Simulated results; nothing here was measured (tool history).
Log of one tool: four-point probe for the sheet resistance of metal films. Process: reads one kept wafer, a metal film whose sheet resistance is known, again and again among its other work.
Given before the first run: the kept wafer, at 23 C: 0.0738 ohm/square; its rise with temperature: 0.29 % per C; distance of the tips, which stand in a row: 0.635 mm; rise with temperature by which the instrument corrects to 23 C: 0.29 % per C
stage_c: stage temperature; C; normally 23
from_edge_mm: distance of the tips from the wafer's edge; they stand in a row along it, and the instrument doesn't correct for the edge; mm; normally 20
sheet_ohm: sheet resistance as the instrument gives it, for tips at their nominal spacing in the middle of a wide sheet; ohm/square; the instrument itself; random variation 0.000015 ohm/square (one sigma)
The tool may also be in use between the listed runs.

run,hour,stage_c,from_edge_mm,sheet_ohm
1,0,23,20,0.073959
2,21.7,23,20,0.073927
3,33.6,23,20,0.073944
4,47,23,20,0.073948
5,61.8,28,20,0.07395
6,74.3,28,20,0.07396
7,83.4,23,20,0.073931
8,101.9,34,20,0.074005
9,113,34,20,0.073993
10,123.8,19,6,0.074354
11,137.4,33,46,0.073958
12,159.5,23,10,0.074083
13,178,23,10,0.074114
14,198.5,26,61,0.073927
15,209.2,23,38,0.073959
16,219.1,20,19,0.073997

Expected results for the next run?
17,229.9,28,3,?

sheet_ohm: 0.075711 ohm/square
On a tool with no hidden condition, and with the same random variation, this run would have come out at sheet_ohm 0.075561 ohm/square.

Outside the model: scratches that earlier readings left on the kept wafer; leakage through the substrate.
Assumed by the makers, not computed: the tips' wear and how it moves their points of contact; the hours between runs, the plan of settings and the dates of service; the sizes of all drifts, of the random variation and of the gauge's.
